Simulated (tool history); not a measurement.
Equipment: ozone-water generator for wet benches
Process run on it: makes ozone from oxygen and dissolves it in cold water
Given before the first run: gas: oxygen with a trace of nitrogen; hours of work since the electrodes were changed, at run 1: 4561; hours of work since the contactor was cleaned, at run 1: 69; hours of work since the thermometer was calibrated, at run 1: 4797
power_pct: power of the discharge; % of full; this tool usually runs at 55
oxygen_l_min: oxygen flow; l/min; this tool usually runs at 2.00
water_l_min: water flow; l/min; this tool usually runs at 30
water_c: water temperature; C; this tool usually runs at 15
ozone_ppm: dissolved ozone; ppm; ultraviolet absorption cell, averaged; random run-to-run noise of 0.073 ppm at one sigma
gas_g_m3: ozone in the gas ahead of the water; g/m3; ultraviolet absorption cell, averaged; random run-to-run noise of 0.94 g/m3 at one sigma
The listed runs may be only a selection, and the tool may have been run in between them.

| run | hour | power_pct | oxygen_l_min | water_l_min | water_c | hours of work since the electrodes were changed | hours of work since the contactor was cleaned | hours of work since the thermometer was calibrated | ozone_ppm | gas_g_m3 |
|---|---|---|---|---|---|---|---|---|---|---|
| 1 | 0.0 | 55 | 2.00 | 30 | 15 | 4561 | 69 | 4797 | 6.41 | 144.9 |
| 2 | 94.3 | 55 | 2.00 | 30 | 15 | 4641 | 149 | 4877 | 6.43 | 143.8 |
| 3 | 164.3 | 55 | 1.99 | 30 | 15 | 4700 | 209 | 4937 | 6.36 | 143.3 |
| 4 | 245.8 | 55 | 1.99 | 30 | 15 | 4769 | 278 | 5006 | 6.41 | 144.1 |
|  | 279.5 | water thermometer calibrated |
| 5 | 373.6 | 55 | 1.99 | 30 | 15 | 4877 | 386 | 80 | 6.54 | 141.8 |
| 6 | 490.2 | 55 | 1.99 | 30 | 15 | 4976 | 485 | 179 | 6.43 | 142.8 |
| 7 | 578.7 | 99 | 2.00 | 30 | 15 | 5051 | 560 | 254 | 8.58 | 187.1 |
| 8 | 722.0 | 55 | 2.00 | 30 | 15 | 5173 | 681 | 375 | 6.37 | 141.6 |
| 9 | 829.9 | 55 | 2.00 | 30 | 15 | 5264 | 773 | 467 | 6.41 | 142.0 |
|  | 891.2 | electrodes of the discharge changed |
| 10 | 902.6 | 55 | 2.00 | 30 | 15 | 10 | 829 | 523 | 7.09 | 159.5 |
| 11 | 1055.7 | 55 | 2.00 | 30 | 15 | 140 | 959 | 653 | 7.07 | 159.8 |
| 12 | 1167.3 | 55 | 2.00 | 30 | 15 | 234 | 1054 | 748 | 6.96 | 158.9 |
| 13 | 1301.6 | 55 | 2.00 | 30 | 15 | 348 | 1168 | 862 | 6.99 | 156.7 |
| 14 | 1381.3 | 55 | 2.00 | 30 | 15 | 416 | 1235 | 929 | 6.95 | 157.2 |
| 15 | 1516.5 | 55 | 2.00 | 30 | 15 | 530 | 1350 | 1044 | 6.99 | 158.0 |
| 16 | 1625.7 | 55 | 2.00 | 39 | 15 | 623 | 1442 | 1136 | 5.15 | 157.0 |
| 17 | 1757.9 | 55 | 3.10 | 39 | 15 | 735 | 1555 | 1248 | 5.52 | 116.3 |
| 18 | 1913.8 | 93 | 1.12 | 30 | 15 | 867 | 1687 | 1381 | 8.23 | 307.9 |
| 19 | 1988.2 | 64 | 1.63 | 30 | 15 | 930 | 1750 | 1444 | 7.12 | 195.2 |
| 20 | 2139.0 | 40 | 1.27 | 21 | 8 | 1058 | 1878 | 1572 | 8.31 | 181.6 |
| 21 | 2271.6 | 40 | 1.27 | 21 | 8 | 1170 | 1990 | 1684 | 8.27 | 178.8 |
| 22 | 2366.4 | 45 | 2.00 | 34 | 18 | 1251 | 2071 | 1764 | 5.25 | 138.5 |
| 23 | 2480.4 | 66 | 2.00 | 24 | 15 | 1348 | 2167 | 1861 | 9.46 | 170.7 |
| 24 | 2567.7 | 66 | 2.00 | 24 | 15 | 1422 | 2241 | 1935 | 9.51 | 169.5 |
|  | 2686.8 | contactor cleaned |
| 25 | 2712.4 | 66 | 2.00 | 24 | 15 | 1541 | 22 | 2054 | 9.80 | 171.7 |
| 26 | 2864.0 | 55 | 1.02 | 30 | 15 | 1669 | 150 | 2183 | 6.16 | 242.2 |
| 27 | 2927.7 | 55 | 1.73 | 44 | 14 | 1723 | 204 | 2237 | 4.33 | 168.7 |
| 28 | 3016.0 | 55 | 1.73 | 44 | 14 | 1798 | 279 | 2312 | 4.19 | 169.8 |
| 29 | 3161.5 | 55 | 1.73 | 44 | 14 | 1922 | 403 | 2435 | 4.23 | 169.3 |
| 30 | 3268.5 | 55 | 2.00 | 34 | 10 | 2012 | 493 | 2526 | 6.04 | 151.6 |
| 31 | 3346.7 | 55 | 1.32 | 30 | 15 | 2079 | 560 | 2592 | 6.34 | 202.7 |
| 32 | 3497.8 | 61 | 1.54 | 40 | 11 | 2207 | 688 | 2720 | 4.97 | 192.1 |

Consider 3 possible next runs. They are alternatives, not a sequence: every one starts from the tool as it was left by run 32. What does each give?
| A | 3589.2 | 52 | 1.02 | 33 | 11 | 2284 | 765 | 2798 | ? | ? |
| B | 3589.2 | 55 | 1.16 | 30 | 15 | 2284 | 765 | 2798 | ? | ? |
| C | 3589.2 | 55 | 2.00 | 30 | 8 | 2284 | 765 | 2798 | ? | ? |

| run | ozone_ppm | gas_g_m3 |
|---|---|---|
| A | 5.17 | 236.3 |
| B | 5.86 | 222.6 |
| C | 7.04 | 150.2 |
Take away the tool's hidden state, keep each run's random variation, and the runs would have read:
| run | ozone_ppm | gas_g_m3 |
|---|---|---|
| A | 5.51 | 248.5 |
| B | 6.27 | 234.4 |
| C | 7.52 | 158.2 |
